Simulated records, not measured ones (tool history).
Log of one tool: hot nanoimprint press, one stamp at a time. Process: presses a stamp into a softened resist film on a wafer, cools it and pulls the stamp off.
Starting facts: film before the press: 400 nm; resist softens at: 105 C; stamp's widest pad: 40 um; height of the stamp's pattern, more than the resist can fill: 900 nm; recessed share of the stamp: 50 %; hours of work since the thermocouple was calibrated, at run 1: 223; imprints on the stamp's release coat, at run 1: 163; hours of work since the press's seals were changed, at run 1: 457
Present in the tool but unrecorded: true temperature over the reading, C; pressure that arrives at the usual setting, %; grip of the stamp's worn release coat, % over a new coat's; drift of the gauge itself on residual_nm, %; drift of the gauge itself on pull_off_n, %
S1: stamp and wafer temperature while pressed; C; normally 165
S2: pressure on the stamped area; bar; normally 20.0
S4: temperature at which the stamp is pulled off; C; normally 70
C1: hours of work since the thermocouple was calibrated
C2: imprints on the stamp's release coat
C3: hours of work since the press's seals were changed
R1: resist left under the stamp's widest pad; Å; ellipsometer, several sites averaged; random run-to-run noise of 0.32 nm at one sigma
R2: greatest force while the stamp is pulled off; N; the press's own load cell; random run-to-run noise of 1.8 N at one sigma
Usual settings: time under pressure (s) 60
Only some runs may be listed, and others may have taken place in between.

Run 1, day 0.000: usual settings; C1 223; C2 163; C3 457. Result: R1 1666 Å, R2 219 N.
Run 2, day 0.621: usual settings; C1 233; C2 246; C3 468. Result: R1 1663 Å, R2 217 N.
Run 3, day 1.158: usual settings but time under pressure (s) 89; C1 243; C2 319; C3 478. Result: R1 1420 Å, R2 222 N.
Run 4, day 1.492: usual settings but time under pressure (s) 89; C1 249; C2 364; C3 483. Result: R1 1424 Å, R2 221 N.
Run 5, day 1.921: usual settings but time under pressure (s) 89; C1 256; C2 422; C3 491. Result: R1 1419 Å, R2 222 N.
Run 6, day 2.288: usual settings but time under pressure (s) 89; C1 262; C2 471; C3 497. Result: R1 1420 Å, R2 225 N.
Run 7, day 3.046: usual settings but S2 14.3 bar; C1 276; C2 574; C3 510. Result: R1 1920 Å, R2 227 N.
Run 8, day 3.408: usual settings but S2 14.3 bar; C1 282; C2 623; C3 517. Result: R1 1926 Å, R2 229 N.
Run 9, day 3.758: usual settings but S2 14.3 bar; C1 288; C2 670; C3 523. Result: R1 1932 Å, R2 232 N.
Run 10, day 4.512: usual settings but S2 14.3 bar; C1 301; C2 772; C3 536. Result: R1 1917 Å, R2 233 N.
Run 11, day 4.979: usual settings but S2 14.3 bar; C1 309; C2 835; C3 544. Result: R1 1916 Å, R2 236 N.
At day 5.479: stamp cleaned and given a new release coat.
Run 12, day 5.971: usual settings but S2 14.3 bar; C1 322; C2 66; C3 557. Result: R1 1925 Å, R2 212 N.
Run 13, day 6.525: usual settings; C1 332; C2 141; C3 567. Result: R1 1649 Å, R2 215 N.
Run 14, day 6.879: usual settings; C1 338; C2 189; C3 573. Result: R1 1655 Å, R2 215 N.
Run 15, day 7.600: usual settings; C1 351; C2 286; C3 585. Result: R1 1656 Å, R2 222 N.
Run 16, day 8.325: usual settings but S2 13.0 bar, S4 65 C; C1 363; C2 384; C3 598. Result: R1 1998 Å, R2 240 N.
At day 8.504: plate thermocouple calibrated.
Run 17, day 9.138: usual settings but S1 173 C, S2 13.5 bar, S4 59 C; C1 11; C2 477; C3 610. Result: R1 1469 Å, R2 268 N.
Run 18, day 9.462: usual settings but S1 175 C, time under pressure (s) 66, S4 72 C; C1 17; C2 521; C3 616. Result: R1 1082 Å, R2 219 N.
At day 9.912: plate thermocouple calibrated, once more.
Run 19, day 10.342: usual settings but S1 175 C, S2 29.9 bar, time under pressure (s) 35, S4 72 C; C1 8; C2 623; C3 629. Result: R1 1199 Å, R2 222 N.
Run 20, day 10.925: usual settings but S1 160 C, S4 67 C; C1 18; C2 702; C3 639. Result: R1 2030 Å, R2 246 N.
Run 21, day 11.638: usual settings but S1 154 C, time under pressure (s) 65, S4 75 C; C1 30; C2 797; C3 651. Result: R1 2463 Å, R2 214 N.
Run 22, day 12.021: usual settings but S1 154 C, S2 20.1 bar, time under pressure (s) 35, S4 75 C; C1 37; C2 850; C3 658. Result: R1 2907 Å, R2 213 N.
At day 12.388: stamp cleaned and given a new release coat.
Run 23, day 12.583: usual settings but S1 163 C, S2 30.0 bar, time under pressure (s) 44, S4 76 C; C1 42; C2 26; C3 664. Result: R1 1719 Å, R2 192 N.
Run 24, day 13.292: usual settings but S1 162 C, S2 15.6 bar, S4 76 C; C1 55; C2 123; C3 676. Result: R1 2079 Å, R2 194 N.
Run 25, day 14.021: usual settings but S1 162 C, S2 15.6 bar, S4 76 C; C1 67; C2 221; C3 689. Result: R1 2078 Å, R2 196 N.
Run 26, day 14.542: usual settings but S1 173 C, S2 12.1 bar, S4 61 C; C1 76; C2 291; C3 698. Result: R1 1569 Å, R2 255 N.
Run 27, day 15.021: usual settings but S1 173 C, S2 12.1 bar, S4 61 C; C1 85; C2 356; C3 706. Result: R1 1570 Å, R2 257 N.
Run 28, day 15.758: usual settings but S1 166 C, S2 13.9 bar, time under pressure (s) 67, S4 66 C; C1 98; C2 455; C3 719. Result: R1 1815 Å, R2 239 N.
Run 29, day 16.362: usual settings but S1 166 C, S2 13.9 bar, time under pressure (s) 112, S4 58 C; C1 108; C2 537; C3 729. Result: R1 1483 Å, R2 273 N.

Predict each of these 3 candidate next runs independently; none follows another, all start after run 29:
Run A, day 16.988: usual settings but S1 163 C, S2 23.8 bar, time under pressure (s) 33, S4 58 C; C1 119; C2 621; C3 740. Result: R1 ?, R2 ?.
Run B, day 16.988: usual settings but S1 167 C, S4 55 C; C1 119; C2 621; C3 740. Result: R1 ?, R2 ?.
Run C, day 16.988: usual settings but S1 169 C, S2 13.9 bar, time under pressure (s) 35, S4 72 C; C1 119; C2 621; C3 740. Result: R1 ?, R2 ?.

run    R1   R2
  A  2079  273
  B  1557  288
  C  2062  218
What these runs would have given with no unlogged condition in the tool:
run    R1   R2
  A  2026  255
  B  1520  269
  C  2034  204
